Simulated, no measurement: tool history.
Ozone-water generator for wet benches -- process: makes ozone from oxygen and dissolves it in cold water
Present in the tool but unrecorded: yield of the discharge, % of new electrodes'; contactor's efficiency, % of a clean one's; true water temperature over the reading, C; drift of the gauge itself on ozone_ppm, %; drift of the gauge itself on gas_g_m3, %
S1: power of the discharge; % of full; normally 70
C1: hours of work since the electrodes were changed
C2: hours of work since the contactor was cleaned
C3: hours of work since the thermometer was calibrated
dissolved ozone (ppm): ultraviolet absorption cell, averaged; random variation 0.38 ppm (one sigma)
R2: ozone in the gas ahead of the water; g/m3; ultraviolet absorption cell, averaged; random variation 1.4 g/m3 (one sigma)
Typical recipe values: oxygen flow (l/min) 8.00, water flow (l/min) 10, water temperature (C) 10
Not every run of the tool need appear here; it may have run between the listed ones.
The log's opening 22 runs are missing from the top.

{"run": 23, "hour": 3497.9, "S1": 42, "oxygen flow (l/min)": 7.72, "water flow (l/min)": 8, "water temperature (C)": 5, "C1": 4763, "C2": 2285, "C3": 440, "dissolved ozone (ppm)": 49.0, "R2": 169.5}
{"run": 24, "hour": 3654.2, "S1": 70, "oxygen flow (l/min)": 5.55, "water flow (l/min)": 10, "water temperature (C)": 13, "C1": 4912, "C2": 2433, "C3": 589, "dissolved ozone (ppm)": 65.7, "R2": 343.0}
{"run": 25, "hour": 3769.0, "S1": 72, "oxygen flow (l/min)": 12.59, "water flow (l/min)": 10, "water temperature (C)": 9, "C1": 5020, "C2": 2542, "C3": 698, "dissolved ozone (ppm)": 54.0, "R2": 201.9}
{"run": 26, "hour": 3980.1, "S1": 63, "oxygen flow (l/min)": 5.48, "water flow (l/min)": 12, "water temperature (C)": 13, "C1": 5221, "C2": 2742, "C3": 898, "dissolved ozone (ppm)": 52.4, "R2": 316.6}
{"run": 27, "hour": 4139.1, "S1": 63, "oxygen flow (l/min)": 5.48, "water flow (l/min)": 12, "water temperature (C)": 13, "C1": 5371, "C2": 2893, "C3": 1048, "dissolved ozone (ppm)": 52.5, "R2": 314.4}
{"run": 28, "hour": 4318.7, "S1": 63, "oxygen flow (l/min)": 5.48, "water flow (l/min)": 12, "water temperature (C)": 13, "C1": 5542, "C2": 3063, "C3": 1219, "dissolved ozone (ppm)": 52.1, "R2": 317.0}
{"run": 29, "hour": 4455.2, "S1": 70, "oxygen flow (l/min)": 8.0, "water flow (l/min)": 6, "water temperature (C)": 10, "C1": 5671, "C2": 3192, "C3": 1348, "dissolved ozone (ppm)": 79.2, "R2": 268.3}
{"run": 30, "hour": 4613.0, "S1": 70, "oxygen flow (l/min)": 6.22, "water flow (l/min)": 11, "water temperature (C)": 13, "C1": 5821, "C2": 3342, "C3": 1498, "dissolved ozone (ppm)": 58.6, "R2": 323.0}
{"run": 31, "hour": 4732.8, "S1": 41, "oxygen flow (l/min)": 10.19, "water flow (l/min)": 11, "water temperature (C)": 6, "C1": 5934, "C2": 3456, "C3": 1611, "dissolved ozone (ppm)": 35.3, "R2": 135.6}
{"run": 32, "hour": 4939.3, "S1": 70, "oxygen flow (l/min)": 8.0, "water flow (l/min)": 7, "water temperature (C)": 5, "C1": 6130, "C2": 3651, "C3": 1807, "dissolved ozone (ppm)": 84.2, "R2": 270.4}

Consider 5 possible next runs. They are alternatives, not a sequence: every one starts from the tool as it was left by run 32. What does each give?
{"run": "A", "hour": 5134.1, "S1": 70, "oxygen flow (l/min)": 8.0, "water flow (l/min)": 10, "water temperature (C)": 9, "C1": 6315, "C2": 3836, "C3": 1992, "dissolved ozone (ppm)": "?", "R2": "?"}
{"run": "B", "hour": 5134.1, "S1": 70, "oxygen flow (l/min)": 4.98, "water flow (l/min)": 6, "water temperature (C)": 11, "C1": 6315, "C2": 3836, "C3": 1992, "dissolved ozone (ppm)": "?", "R2": "?"}
{"run": "C", "hour": 5134.1, "S1": 52, "oxygen flow (l/min)": 8.0, "water flow (l/min)": 8, "water temperature (C)": 10, "C1": 6315, "C2": 3836, "C3": 1992, "dissolved ozone (ppm)": "?", "R2": "?"}
{"run": "D", "hour": 5134.1, "S1": 98, "oxygen flow (l/min)": 8.0, "water flow (l/min)": 13, "water temperature (C)": 11, "C1": 6315, "C2": 3836, "C3": 1992, "dissolved ozone (ppm)": "?", "R2": "?"}
{"run": "E", "hour": 5134.1, "S1": 63, "oxygen flow (l/min)": 8.0, "water flow (l/min)": 15, "water temperature (C)": 12, "C1": 6315, "C2": 3836, "C3": 1992, "dissolved ozone (ppm)": "?", "R2": "?"}

run=A dissolved_ozone_(ppm)=63.8 R2=268.6
run=B dissolved_ozone_(ppm)=94.2 R2=377.9
run=C dissolved_ozone_(ppm)=52.9 R2=203.3
run=D dissolved_ozone_(ppm)=70.1 R2=372.4
run=E dissolved_ozone_(ppm)=40.4 R2=244.2
Without the tool's unlogged condition, the same runs would have read:
run=A dissolved_ozone_(ppm)=63.9 R2=264.0
run=B dissolved_ozone_(ppm)=94.4 R2=371.5
run=C dissolved_ozone_(ppm)=53.0 R2=199.7
run=D dissolved_ozone_(ppm)=70.3 R2=366.4
run=E dissolved_ozone_(ppm)=40.5 R2=240.0

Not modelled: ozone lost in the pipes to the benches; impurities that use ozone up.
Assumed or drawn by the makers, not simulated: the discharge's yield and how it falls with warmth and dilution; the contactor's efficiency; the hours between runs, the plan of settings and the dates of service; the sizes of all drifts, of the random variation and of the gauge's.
